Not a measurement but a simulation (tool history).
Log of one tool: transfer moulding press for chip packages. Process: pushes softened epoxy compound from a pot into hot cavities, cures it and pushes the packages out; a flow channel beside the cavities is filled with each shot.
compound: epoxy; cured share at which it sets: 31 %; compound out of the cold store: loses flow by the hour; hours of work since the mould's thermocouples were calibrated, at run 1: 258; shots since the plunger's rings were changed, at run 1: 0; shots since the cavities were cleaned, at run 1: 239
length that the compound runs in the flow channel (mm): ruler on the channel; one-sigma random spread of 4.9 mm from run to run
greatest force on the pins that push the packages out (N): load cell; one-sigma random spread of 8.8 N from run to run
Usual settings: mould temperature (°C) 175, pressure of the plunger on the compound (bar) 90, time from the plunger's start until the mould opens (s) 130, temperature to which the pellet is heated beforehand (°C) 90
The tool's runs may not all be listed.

| run | day | mould temperature (°C) | pressure of the plunger on the compound (bar) | time from the plunger's start until the mould opens (s) | temperature to which the pellet is heated beforehand (°C) | hours of work since the mould's thermocouples were calibrated | shots since the plunger's rings were changed | shots since the cavities were cleaned | incoming compound's hours out of the cold store | length that the compound runs in the flow channel (mm) | greatest force on the pins that push the packages out (N) |
|---|---|---|---|---|---|---|---|---|---|---|---|
| 1 | 0 | 175 | 90 | 130 | 90 | 258 | 0 | 239 | 36.5 | 842 | 387 |
| 2 | 1.046 | 175 | 90 | 130 | 90 | 276 | 286 | 525 | 35.7 | 850 | 385 |
| 3 | 2.792 | 175 | 90 | 130 | 90 | 307 | 762 | 1001 | 8.4 | 1015 | 406 |
|  | 3.096 | cavities cleaned with cleaning compound and waxed |
| 4 | 3.938 | 175 | 90 | 130 | 80 | 325 | 1058 | 230 | 40.6 | 822 | 392 |
| 5 | 5.458 | 175 | 90 | 130 | 80 | 352 | 1473 | 645 | 45.9 | 795 | 395 |
| 6 | 6.838 | 175 | 90 | 130 | 80 | 376 | 1850 | 1022 | 15.3 | 958 | 408 |
|  | 7.067 | cavities cleaned with cleaning compound and waxed |
| 7 | 7.933 | 175 | 101.6 | 130 | 90 | 394 | 2132 | 236 | 22.7 | 970 | 399 |
| 8 | 9.317 | 175 | 101.6 | 130 | 90 | 418 | 2510 | 614 | 14.2 | 1028 | 402 |
| 9 | 10.808 | 175 | 101.6 | 130 | 90 | 444 | 2917 | 1021 | 47.3 | 835 | 383 |
|  | 11.021 | cavities cleaned with cleaning compound and waxed |
| 10 | 12.046 | 175 | 101.6 | 130 | 90 | 464 | 3237 | 280 | 39.6 | 880 | 390 |
| 11 | 12.892 | 175 | 90 | 135 | 90 | 479 | 3468 | 511 | 33.8 | 861 | 375 |
| 12 | 14.533 | 175 | 90 | 135 | 90 | 508 | 3916 | 959 | 13.5 | 969 | 379 |
|  | 14.988 | cavities cleaned with cleaning compound and waxed |
| 13 | 16.175 | 175 | 90 | 130 | 90 | 535 | 4347 | 324 | 47.7 | 780 | 384 |
| 14 | 17.658 | 175 | 72.5 | 130 | 90 | 561 | 4752 | 729 | 18.9 | 844 | 397 |
|  | 19.033 | cavities cleaned with cleaning compound and waxed |
| 15 | 19.033 | 175 | 102.6 | 130 | 97 | 584 | 5111 | 0 | 23.9 | 968 | 395 |
| 16 | 20.404 | 175 | 90 | 130 | 85 | 608 | 5485 | 374 | 30.8 | 872 | 395 |
| 17 | 21.208 | 175 | 91.2 | 114 | 90 | 621 | 5704 | 593 | 17.3 | 955 | 493 |
|  | 21.525 | mould's thermocouples calibrated |
| 18 | 22.062 | 178 | 90 | 130 | 97 | 9 | 5915 | 804 | 15.1 | 954 | 354 |
|  | 23.154 | cavities cleaned with cleaning compound and waxed |
| 19 | 23.579 | 178 | 90 | 130 | 97 | 35 | 6311 | 116 | 26.1 | 893 | 358 |
| 20 | 24.396 | 178 | 90 | 130 | 97 | 49 | 6535 | 340 | 15.4 | 952 | 349 |
|  | 25.504 | plunger's sealing rings changed |
| 21 | 25.971 | 175 | 81.3 | 130 | 90 | 74 | 129 | 742 | 9.8 | 945 | 404 |
|  | 27.262 | cavities cleaned with cleaning compound and waxed |
| 22 | 27.621 | 176 | 90 | 120 | 96 | 102 | 561 | 97 | 28.1 | 884 | 408 |
| 23 | 29.167 | 176 | 90 | 120 | 96 | 129 | 983 | 519 | 36.6 | 841 | 400 |
| 24 | 30.196 | 176 | 90 | 120 | 96 | 147 | 1264 | 800 | 8 | 1003 | 429 |
|  | 31.25 | cavities cleaned with cleaning compound and waxed |
| 25 | 31.829 | 173 | 90 | 120 | 90 | 174 | 1693 | 157 | 32.7 | 867 | 478 |
| 26 | 32.883 | 167 | 108.4 | 130 | 90 | 192 | 1981 | 445 | 48 | 879 | 552 |
| 27 | 34.688 | 167 | 108.4 | 130 | 96 | 224 | 2473 | 937 | 18.3 | 1072 | 621 |
|  | 35.2 | cavities cleaned with cleaning compound and waxed |
| 28 | 35.608 | 167 | 108.4 | 130 | 96 | 239 | 2708 | 111 | 46.2 | 895 | 544 |

For each entry between runs, how does the tool's hidden state at the last listed run before it compare with that at the first listed run after it?
Logged between run 3 and run 4: cavities cleaned with cleaning compound and waxed (day 3.096)
  pressure that reaches the compound, % of what is set: 99.98 -> 99.97; grip of the stained cavities, % over clean ones': 0.6 -> 0.3
Logged between run 6 and run 7: cavities cleaned with cleaning compound and waxed (day 7.067)
  pressure that reaches the compound, % of what is set: 99.95 -> 99.94; grip of the stained cavities, % over clean ones': 0.6 -> 0.3
Logged between run 9 and run 10: cavities cleaned with cleaning compound and waxed (day 11.021)
  pressure that reaches the compound, % of what is set: 99.92 -> 99.91; grip of the stained cavities, % over clean ones': 0.6 -> 0.3
Logged between run 12 and run 13: cavities cleaned with cleaning compound and waxed (day 14.988)
  pressure that reaches the compound, % of what is set: 99.89 -> 99.88; grip of the stained cavities, % over clean ones': 0.6 -> 0.4
Logged between run 14 and run 15: cavities cleaned with cleaning compound and waxed (day 19.033)
  pressure that reaches the compound, % of what is set: 99.88 -> 99.87; grip of the stained cavities, % over clean ones': 0.6 -> 0
Logged between run 17 and run 18: mould's thermocouples calibrated (day 21.525)
  true mould temperature over the reading, C: -0.01 -> 0; pressure that reaches the compound, % of what is set: 99.85 -> 99.84; grip of the stained cavities, % over clean ones': 0.5 -> 0.6
Logged between run 18 and run 19: cavities cleaned with cleaning compound and waxed (day 23.154)
  pressure that reaches the compound, % of what is set: 99.84 -> 99.83; grip of the stained cavities, % over clean ones': 0.6 -> 0.2
Logged between run 20 and run 21: plunger's sealing rings changed (day 25.504)
  pressure that reaches the compound, % of what is set: 99.83 -> 99.99; grip of the stained cavities, % over clean ones': 0.4 -> 0.6
Logged between run 21 and run 22: cavities cleaned with cleaning compound and waxed (day 27.262)
  true mould temperature over the reading, C: 0 -> -0.01; pressure that reaches the compound, % of what is set: 99.99 -> 99.98; grip of the stained cavities, % over clean ones': 0.6 -> 0.2
Logged between run 24 and run 25: cavities cleaned with cleaning compound and waxed (day 31.25)
  pressure that reaches the compound, % of what is set: 99.96 -> 99.95; grip of the stained cavities, % over clean ones': 0.6 -> 0.2
Logged between run 27 and run 28: cavities cleaned with cleaning compound and waxed (day 35.2)
  grip of the stained cavities, % over clean ones': 0.6 -> 0.2

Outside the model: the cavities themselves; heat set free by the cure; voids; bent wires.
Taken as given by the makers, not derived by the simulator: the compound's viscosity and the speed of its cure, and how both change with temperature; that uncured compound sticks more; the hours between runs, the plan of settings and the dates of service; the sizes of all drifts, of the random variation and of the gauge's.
